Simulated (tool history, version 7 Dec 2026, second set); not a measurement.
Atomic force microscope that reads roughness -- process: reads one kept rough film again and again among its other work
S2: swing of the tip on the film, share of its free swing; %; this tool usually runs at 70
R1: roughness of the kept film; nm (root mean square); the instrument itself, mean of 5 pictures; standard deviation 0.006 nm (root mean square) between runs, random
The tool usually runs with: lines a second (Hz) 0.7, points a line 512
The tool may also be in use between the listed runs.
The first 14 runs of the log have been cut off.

{"run": 15, "day": 19.588, "lines a second (Hz)": 0.7, "S2": 70, "points a line": 972, "R1": 2.349}
{"run": 16, "day": 21.321, "lines a second (Hz)": 0.7, "S2": 70, "points a line": 418, "R1": 2.331}
{"day": 22.95, "done": "new tip fitted"}
{"run": 17, "day": 23.108, "lines a second (Hz)": 0.7, "S2": 70, "points a line": 512, "R1": 2.41}
{"run": 18, "day": 24.75, "lines a second (Hz)": 3.56, "S2": 88, "points a line": 1023, "R1": 1.981}
{"run": 19, "day": 26.25, "lines a second (Hz)": 1.546, "S2": 57, "points a line": 277, "R1": 2.366}
{"run": 20, "day": 27.029, "lines a second (Hz)": 1.109, "S2": 72, "points a line": 512, "R1": 2.338}
{"run": 21, "day": 28.108, "lines a second (Hz)": 1.109, "S2": 72, "points a line": 512, "R1": 2.324}
{"run": 22, "day": 28.975, "lines a second (Hz)": 1.45, "S2": 61, "points a line": 512, "R1": 2.342}
{"day": 29.158, "done": "height scale calibrated on a step standard"}
{"run": 23, "day": 30.458, "lines a second (Hz)": 1.237, "S2": 60, "points a line": 385, "R1": 2.345}
{"run": 24, "day": 31.575, "lines a second (Hz)": 0.934, "S2": 72, "points a line": 763, "R1": 2.295}
{"run": 25, "day": 32.925, "lines a second (Hz)": 0.945, "S2": 81, "points a line": 804, "R1": 2.264}
{"day": 33.417, "done": "new tip fitted"}
{"run": 26, "day": 34.683, "lines a second (Hz)": 0.595, "S2": 79, "points a line": 258, "R1": 2.391}
{"day": 36.175, "done": "height scale calibrated on a step standard, once more"}
{"run": 27, "day": 36.175, "lines a second (Hz)": 0.644, "S2": 62, "points a line": 323, "R1": 2.381}
{"run": 28, "day": 36.933, "lines a second (Hz)": 0.644, "S2": 62, "points a line": 323, "R1": 2.378}
{"run": 29, "day": 38.817, "lines a second (Hz)": 2.054, "S2": 70, "points a line": 512, "R1": 2.271}
{"run": 30, "day": 40.408, "lines a second (Hz)": 2.054, "S2": 70, "points a line": 512, "R1": 2.267}
{"run": 31, "day": 42.158, "lines a second (Hz)": 2.054, "S2": 70, "points a line": 512, "R1": 2.238}
{"run": 32, "day": 43.017, "lines a second (Hz)": 3.749, "S2": 58, "points a line": 357, "R1": 2.243}
{"day": 43.792, "done": "new tip fitted"}
{"run": 33, "day": 44.033, "lines a second (Hz)": 1.556, "S2": 58, "points a line": 357, "R1": 2.396}

Consider 5 possible next runs. They are alternatives, not a sequence: every one starts from the tool as it was left by run 33. What does each give?
{"run": "A", "day": 45.096, "lines a second (Hz)": 1.556, "S2": 77, "points a line": 357, "R1": "?"}
{"run": "B", "day": 45.096, "lines a second (Hz)": 0.7, "S2": 70, "points a line": 446, "R1": "?"}
{"run": "C", "day": 45.096, "lines a second (Hz)": 1.556, "S2": 58, "points a line": 350, "R1": "?"}
{"run": "D", "day": 45.096, "lines a second (Hz)": 3.305, "S2": 58, "points a line": 998, "R1": "?"}
{"run": "E", "day": 45.096, "lines a second (Hz)": 1.276, "S2": 70, "points a line": 423, "R1": "?"}

run=A R1=2.29
run=B R1=2.386
run=C R1=2.391
run=D R1=2.345
run=E R1=2.347
Without the tool's unlogged condition, the same runs would have read:
run=A R1=2.3
run=B R1=2.396
run=C R1=2.402
run=D R1=2.356
run=E R1=2.357
